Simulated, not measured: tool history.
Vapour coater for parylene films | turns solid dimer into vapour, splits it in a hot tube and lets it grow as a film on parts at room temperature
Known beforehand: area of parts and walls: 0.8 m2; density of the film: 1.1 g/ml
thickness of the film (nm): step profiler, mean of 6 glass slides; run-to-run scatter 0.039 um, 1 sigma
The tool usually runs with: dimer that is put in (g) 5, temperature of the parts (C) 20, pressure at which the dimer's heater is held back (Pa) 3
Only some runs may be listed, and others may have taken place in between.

| run | hour | dimer that is put in (g) | temperature of the parts (C) | pressure at which the dimer's heater is held back (Pa) | thickness of the film (nm) |
|---|---|---|---|---|---|
| 1 | 0 | 5 | 20 | 3 | 4030 |
| 2 | 25.2 | 5 | 20 | 3 | 3980 |
| 3 | 82 | 5 | 20 | 3 | 3950 |
| 4 | 140.4 | 3 | 20 | 3 | 2360 |
| 5 | 186 | 3 | 20 | 3 | 2340 |
| 6 | 227 | 3 | 20 | 3 | 2370 |
| 7 | 279.3 | 5 | 20 | 3 | 3870 |
| 8 | 330.9 | 5 | 20 | 3 | 3920 |
| 9 | 368.2 | 5 | 20 | 3 | 3920 |
| 10 | 410.6 | 5 | 20 | 3 | 3860 |
|  | 415.3 | table's thermometer calibrated |
| 11 | 445.8 | 5 | 20 | 3 | 3800 |
| 12 | 491.3 | 5 | 20 | 3 | 3760 |
| 13 | 516.4 | 5 | 20 | 3 | 3770 |
| 14 | 568.4 | 5 | 20 | 3 | 3700 |
| 15 | 593.9 | 3 | 20 | 3 | 2220 |
| 16 | 638.1 | 5 | 20 | 9.77 | 3070 |
| 17 | 690 | 8 | 13 | 3 | 7560 |
|  | 694.6 | table's thermometer calibrated, once more |
| 18 | 730.2 | 2 | 30 | 5.3 | 1000 |
| 19 | 784.4 | 2 | 30 | 8.41 | 940 |
|  | 795.2 | trap's valve overhauled |
| 20 | 832.2 | 3 | 16 | 3.82 | 2780 |
| 21 | 867.9 | 3 | 16 | 3.82 | 2840 |
| 22 | 893 | 5 | 20 | 4.31 | 3870 |
| 23 | 935.3 | 3 | 23 | 6.51 | 1960 |
| 24 | 988.6 | 5 | 29 | 7.53 | 2560 |
| 25 | 1016.9 | 9 | 13 | 4.33 | 8970 |
| 26 | 1046.3 | 5 | 31 | 6.78 | 2410 |
| 27 | 1104.1 | 8 | 15 | 3 | 7860 |

Here are 5 independent what-if runs from the current tool condition. What would each one return?
| A | 1130.7 | 8 | 15 | 3.09 | ? |
| B | 1130.7 | 3 | 15 | 2.29 | ? |
| C | 1130.7 | 5 | 21 | 10.23 | ? |
| D | 1130.7 | 8 | 15 | 3.18 | ? |
| E | 1130.7 | 8 | 27 | 3 | ? |

| run | thickness of the film (nm) |
|---|---|
| A | 7700 |
| B | 3070 |
| C | 3220 |
| D | 7840 |
| E | 5100 |
Without the tool's unlogged condition, the same runs would have read:
| run | thickness of the film (nm) |
|---|---|
| A | 7920 |
| B | 3150 |
| C | 3320 |
| D | 8060 |
| E | 5250 |
